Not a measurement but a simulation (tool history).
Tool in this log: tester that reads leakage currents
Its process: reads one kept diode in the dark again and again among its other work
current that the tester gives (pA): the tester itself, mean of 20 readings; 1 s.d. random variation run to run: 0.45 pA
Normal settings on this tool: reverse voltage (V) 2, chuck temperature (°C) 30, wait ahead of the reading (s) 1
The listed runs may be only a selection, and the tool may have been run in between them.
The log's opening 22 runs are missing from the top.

run     day  reverse voltage (V)  chuck temperature (°C)  wait ahead of the reading (s)  current that the tester gives (pA)
 23  41.517                  1.1                      48                           7.26                              523.43
 24  42.792                    2                      21                              1                               66.63
 25  44.988                19.76                      44                           0.57                             1137.79
 26  47.042                 1.05                      44                           0.47                              370.46
 27  48.196                 1.39                      32                           0.47                              152.37
 28  50.229                 1.39                      32                           0.47                              151.68
 29  51.821                    2                      34                           8.71                              205.82
 30  53.179                14.56                      54                              1                             2161.12
 31    55.7                 1.67                      52                           0.36                               824.5

Estimate the outcome of run 32 from the log above:
 32  58.183                    2                      30                           8.95                                   ?

{"run 32": {"current that the tester gives (pA)": 145.65}}
With the hidden condition absent and the run-to-run variation left alone, this run would have shown current that the tester gives (pA) 149.86.
